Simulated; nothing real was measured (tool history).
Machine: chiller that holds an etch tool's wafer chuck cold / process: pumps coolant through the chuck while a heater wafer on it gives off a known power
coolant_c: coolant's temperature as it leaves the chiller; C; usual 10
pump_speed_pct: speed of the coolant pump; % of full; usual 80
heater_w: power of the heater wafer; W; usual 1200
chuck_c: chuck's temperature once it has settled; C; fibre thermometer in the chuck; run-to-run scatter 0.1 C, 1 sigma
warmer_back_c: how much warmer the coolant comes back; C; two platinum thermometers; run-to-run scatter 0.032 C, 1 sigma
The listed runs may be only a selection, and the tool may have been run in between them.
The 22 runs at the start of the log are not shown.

run,hour,coolant_c,pump_speed_pct,heater_w,chuck_c,warmer_back_c
23,998.2,3,80,957,11.8,3.29
24,1036.8,3,68,666,10,2.69
25,1089,13,80,776,20,2.67
26,1123.7,11,69,1008,21.4,4.02
27,1149.8,11,66,1008,21.9,4.27
28,1211.1,10,88,799,17.1,2.48
29,1249.7,8,84,1536,21.6,5.04
30,1309,8,84,1536,21.7,4.93
31,1367.6,8,84,1536,21.9,4.97
32,1403.2,8,84,1536,21.6,4.96
33,1436.2,6,71,1536,21.7,5.97

What if the next run were any one of these 3? Each begins from the tool's condition after run 33:
A,1465.1,12,71,610,?,?
B,1465.1,10,80,1057,?,?
C,1465.1,1,80,1200,?,?

run,chuck_c,warmer_back_c
A,18.2,2.39
B,19.9,3.59
C,12.2,4.02
Without the tool's unlogged condition, the same runs would have read:
run,chuck_c,warmer_back_c
A,17.7,2.35
B,19.1,3.53
C,11.3,3.95
